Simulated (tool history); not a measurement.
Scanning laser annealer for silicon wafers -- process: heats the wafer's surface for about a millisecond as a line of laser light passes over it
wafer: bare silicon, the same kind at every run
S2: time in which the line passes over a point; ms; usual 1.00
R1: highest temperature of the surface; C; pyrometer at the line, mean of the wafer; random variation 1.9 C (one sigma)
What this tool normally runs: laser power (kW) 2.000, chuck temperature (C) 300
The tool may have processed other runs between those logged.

run 1 hour=0.0 | laser_power_(kW)=2.000 S2=1.00 chuck_temperature_(C)=300 | R1=1089
run 2 hour=32.6 | laser_power_(kW)=2.000 S2=1.00 chuck_temperature_(C)=300 | R1=1089
run 3 hour=97.8 | laser_power_(kW)=2.000 S2=1.00 chuck_temperature_(C)=300 | R1=1087
run 4 hour=128.0 | laser_power_(kW)=2.000 S2=1.00 chuck_temperature_(C)=300 | R1=1090
run 5 hour=193.5 | laser_power_(kW)=2.000 S2=0.87 chuck_temperature_(C)=300 | R1=1035
run 6 hour=244.7 | laser_power_(kW)=2.000 S2=1.18 chuck_temperature_(C)=300 | R1=1160
run 7 hour=297.7 | laser_power_(kW)=2.000 S2=1.00 chuck_temperature_(C)=300 | R1=1086
run 8 hour=363.5 | laser_power_(kW)=2.000 S2=1.00 chuck_temperature_(C)=300 | R1=1087
run 9 hour=405.1 | laser_power_(kW)=2.000 S2=1.00 chuck_temperature_(C)=300 | R1=1090
run 10 hour=433.6 | laser_power_(kW)=2.000 S2=1.00 chuck_temperature_(C)=300 | R1=1090
run 11 hour=469.5 | laser_power_(kW)=2.000 S2=1.00 chuck_temperature_(C)=300 | R1=1087
run 12 hour=511.3 | laser_power_(kW)=2.000 S2=1.00 chuck_temperature_(C)=300 | R1=1089
run 13 hour=546.4 | laser_power_(kW)=2.000 S2=1.00 chuck_temperature_(C)=300 | R1=1090
run 14 hour=581.2 | laser_power_(kW)=2.000 S2=1.00 chuck_temperature_(C)=300 | R1=1090
run 15 hour=637.8 | laser_power_(kW)=2.000 S2=1.00 chuck_temperature_(C)=300 | R1=1089
run 16 hour=694.1 | laser_power_(kW)=2.000 S2=0.75 chuck_temperature_(C)=300 | R1=974
run 17 hour=751.8 | laser_power_(kW)=2.107 S2=0.74 chuck_temperature_(C)=300 | R1=1008
-- hour=775.6 window over the wafer cleaned
run 18 hour=814.9 | laser_power_(kW)=2.107 S2=0.74 chuck_temperature_(C)=300 | R1=1008
run 19 hour=879.6 | laser_power_(kW)=2.107 S2=0.74 chuck_temperature_(C)=300 | R1=1005
run 20 hour=910.3 | laser_power_(kW)=1.980 S2=1.07 chuck_temperature_(C)=309 | R1=1117
-- hour=938.2 optics aligned, line set to its width
run 21 hour=950.5 | laser_power_(kW)=1.846 S2=1.00 chuck_temperature_(C)=300 | R1=1032
run 22 hour=997.2 | laser_power_(kW)=1.846 S2=1.00 chuck_temperature_(C)=300 | R1=1025
run 23 hour=1041.2 | laser_power_(kW)=2.091 S2=1.06 chuck_temperature_(C)=300 | R1=1148
run 24 hour=1083.6 | laser_power_(kW)=2.000 S2=1.17 chuck_temperature_(C)=296 | R1=1152
run 25 hour=1146.4 | laser_power_(kW)=2.183 S2=0.88 chuck_temperature_(C)=319 | R1=1123
run 26 hour=1193.0 | laser_power_(kW)=2.086 S2=1.00 chuck_temperature_(C)=285 | R1=1108
run 27 hour=1237.4 | laser_power_(kW)=2.000 S2=1.05 chuck_temperature_(C)=303 | R1=1112
run 28 hour=1277.7 | laser_power_(kW)=2.000 S2=0.95 chuck_temperature_(C)=331 | R1=1096
run 29 hour=1337.9 | laser_power_(kW)=2.000 S2=0.95 chuck_temperature_(C)=331 | R1=1100

What if the next run were any one of these 5? Each begins from the tool's condition after run 29:
run A hour=1402.1 | laser_power_(kW)=2.000 S2=0.93 chuck_temperature_(C)=331 | R1=?
run B hour=1402.1 | laser_power_(kW)=2.000 S2=0.95 chuck_temperature_(C)=339 | R1=?
run C hour=1402.1 | laser_power_(kW)=1.769 S2=1.00 chuck_temperature_(C)=300 | R1=?
run D hour=1402.1 | laser_power_(kW)=1.756 S2=0.70 chuck_temperature_(C)=265 | R1=?
run E hour=1402.1 | laser_power_(kW)=2.057 S2=0.89 chuck_temperature_(C)=279 | R1=?

run=A R1=1092
run=B R1=1105
run=C R1=998
run=D R1=840
run=E R1=1042
Take away the tool's hidden state, keep each run's random variation, and the runs would have read:
run=A R1=1093
run=B R1=1106
run=C R1=998
run=D R1=841
run=E R1=1043
